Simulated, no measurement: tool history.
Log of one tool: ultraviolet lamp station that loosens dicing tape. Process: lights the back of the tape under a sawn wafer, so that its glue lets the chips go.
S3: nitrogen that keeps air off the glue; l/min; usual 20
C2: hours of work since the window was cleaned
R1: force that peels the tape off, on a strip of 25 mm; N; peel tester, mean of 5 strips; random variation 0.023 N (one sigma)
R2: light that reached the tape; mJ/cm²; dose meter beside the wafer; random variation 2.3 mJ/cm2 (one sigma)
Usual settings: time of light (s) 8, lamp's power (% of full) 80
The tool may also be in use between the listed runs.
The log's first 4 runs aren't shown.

run 5 hour=72.4 | time_of_light_(s)=8 lamp's_power_(%_of_full)=81 S3=20 | hours_of_work_of_the_lamp=394 C2=95 | R1=1.355 R2=199
run 6 hour=84.0 | time_of_light_(s)=8 lamp's_power_(%_of_full)=81 S3=20 | hours_of_work_of_the_lamp=399 C2=100 | R1=1.382 R2=202
run 7 hour=106.7 | time_of_light_(s)=8 lamp's_power_(%_of_full)=80 S3=20 | hours_of_work_of_the_lamp=408 C2=109 | R1=1.411 R2=197
run 8 hour=122.7 | time_of_light_(s)=8 lamp's_power_(%_of_full)=80 S3=20 | hours_of_work_of_the_lamp=415 C2=116 | R1=1.440 R2=200
run 9 hour=144.1 | time_of_light_(s)=8 lamp's_power_(%_of_full)=80 S3=20 | hours_of_work_of_the_lamp=423 C2=124 | R1=1.469 R2=197
run 10 hour=159.8 | time_of_light_(s)=8 lamp's_power_(%_of_full)=80 S3=20 | hours_of_work_of_the_lamp=430 C2=131 | R1=1.497 R2=195
run 11 hour=180.0 | time_of_light_(s)=8 lamp's_power_(%_of_full)=80 S3=20 | hours_of_work_of_the_lamp=438 C2=139 | R1=1.438 R2=199
run 12 hour=195.0 | time_of_light_(s)=8 lamp's_power_(%_of_full)=80 S3=20 | hours_of_work_of_the_lamp=444 C2=145 | R1=1.490 R2=197
run 13 hour=210.0 | time_of_light_(s)=8 lamp's_power_(%_of_full)=80 S3=20 | hours_of_work_of_the_lamp=450 C2=151 | R1=1.508 R2=190
run 14 hour=219.7 | time_of_light_(s)=8 lamp's_power_(%_of_full)=80 S3=20 | hours_of_work_of_the_lamp=454 C2=155 | R1=1.478 R2=190
run 15 hour=230.0 | time_of_light_(s)=8 lamp's_power_(%_of_full)=71 S3=20 | hours_of_work_of_the_lamp=458 C2=159 | R1=1.801 R2=170
run 16 hour=252.4 | time_of_light_(s)=8 lamp's_power_(%_of_full)=71 S3=20 | hours_of_work_of_the_lamp=467 C2=168 | R1=1.859 R2=168
run 17 hour=265.2 | time_of_light_(s)=8 lamp's_power_(%_of_full)=71 S3=20 | hours_of_work_of_the_lamp=473 C2=174 | R1=1.864 R2=171
run 18 hour=289.2 | time_of_light_(s)=8 lamp's_power_(%_of_full)=94 S3=13 | hours_of_work_of_the_lamp=482 C2=183 | R1=1.349 R2=220
run 19 hour=302.3 | time_of_light_(s)=8 lamp's_power_(%_of_full)=94 S3=13 | hours_of_work_of_the_lamp=488 C2=189 | R1=1.414 R2=224
run 20 hour=312.7 | time_of_light_(s)=8 lamp's_power_(%_of_full)=84 S3=12 | hours_of_work_of_the_lamp=492 C2=193 | R1=1.765 R2=202
run 21 hour=335.8 | time_of_light_(s)=8 lamp's_power_(%_of_full)=97 S3=20 | hours_of_work_of_the_lamp=501 C2=202 | R1=1.098 R2=227
-- hour=345.8 window cleaned of glue's vapour
run 22 hour=349.5 | time_of_light_(s)=8 lamp's_power_(%_of_full)=97 S3=20 | hours_of_work_of_the_lamp=507 C2=1 | R1=0.938 R2=251
run 23 hour=372.1 | time_of_light_(s)=9 lamp's_power_(%_of_full)=80 S3=20 | hours_of_work_of_the_lamp=516 C2=11 | R1=1.048 R2=230
run 24 hour=385.5 | time_of_light_(s)=9 lamp's_power_(%_of_full)=80 S3=20 | hours_of_work_of_the_lamp=521 C2=16 | R1=1.094 R2=228
run 25 hour=409.1 | time_of_light_(s)=12 lamp's_power_(%_of_full)=80 S3=20 | hours_of_work_of_the_lamp=531 C2=26 | R1=0.627 R2=306

The next listed run, before its measurement:
run 26 hour=433.1 | time_of_light_(s)=12 lamp's_power_(%_of_full)=80 S3=20 | hours_of_work_of_the_lamp=541 C2=35 | R1=? R2=?

Run 26 gave R1 0.665 N, R2 305 mJ/cm².
Without the tool's hidden state the same run would have given R1 0.530 N, R2 343 mJ/cm².

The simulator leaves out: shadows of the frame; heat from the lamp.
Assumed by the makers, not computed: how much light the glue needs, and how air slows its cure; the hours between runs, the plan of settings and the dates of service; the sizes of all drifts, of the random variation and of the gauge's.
